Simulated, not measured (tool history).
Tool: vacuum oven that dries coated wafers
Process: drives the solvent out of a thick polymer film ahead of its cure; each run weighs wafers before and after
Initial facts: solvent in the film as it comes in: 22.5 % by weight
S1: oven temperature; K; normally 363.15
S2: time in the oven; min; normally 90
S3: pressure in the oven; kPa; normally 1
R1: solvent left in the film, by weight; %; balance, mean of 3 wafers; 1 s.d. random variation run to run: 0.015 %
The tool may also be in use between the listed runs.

{"run": 1, "hour": 0.0, "S1": 363.15, "S2": 90, "S3": 1, "R1": 1.32}
{"run": 2, "hour": 39.8, "S1": 363.15, "S2": 90, "S3": 1, "R1": 1.32}
{"run": 3, "hour": 74.8, "S1": 363.15, "S2": 90, "S3": 1.45, "R1": 1.47}
{"run": 4, "hour": 99.5, "S1": 363.15, "S2": 90, "S3": 1.45, "R1": 1.47}
{"run": 5, "hour": 134.2, "S1": 363.15, "S2": 90, "S3": 1, "R1": 1.3}
{"run": 6, "hour": 169.6, "S1": 363.15, "S2": 90, "S3": 1, "R1": 1.27}
{"run": 7, "hour": 201.3, "S1": 363.15, "S2": 90, "S3": 1, "R1": 1.32}
{"hour": 206.0, "done": "oven's thermocouples calibrated"}
{"run": 8, "hour": 221.6, "S1": 363.15, "S2": 90, "S3": 3.73, "R1": 2.29}
{"run": 9, "hour": 259.3, "S1": 352.15, "S2": 62, "S3": 3.73, "R1": 8.42}
{"run": 10, "hour": 280.3, "S1": 377.15, "S2": 78, "S3": 0.7, "R1": 0.24}
{"run": 11, "hour": 304.7, "S1": 377.15, "S2": 78, "S3": 0.7, "R1": 0.22}
{"hour": 345.3, "done": "oven's thermocouples calibrated, once more"}
{"run": 12, "hour": 352.2, "S1": 365.15, "S2": 78, "S3": 0.7, "R1": 1.25}
{"run": 13, "hour": 390.8, "S1": 363.15, "S2": 146, "S3": 0.76, "R1": 0.52}
{"run": 14, "hour": 432.5, "S1": 366.15, "S2": 90, "S3": 3.41, "R1": 1.69}

Measured less the same run without the tool's hidden state. The same run-to-run variation is in both; the gauge's scatter may not be:
Hidden state at play: true wafer temperature over the reading, C; true pressure over the reading, kPa; drift of the gauge itself on solvent_pct, %.
run=1 R1=+0.06
run=2 R1=+0.06
run=3 R1=+0.06
run=4 R1=+0.05
run=5 R1=+0.05
run=6 R1=+0.05
run=7 R1=+0.05
run=8 R1=+0.03
run=9 R1=-0.05
run=10 R1=+0.05
run=11 R1=+0.04
run=12 R1=+0.11
run=13 R1=+0.1
run=14 R1=+0.1
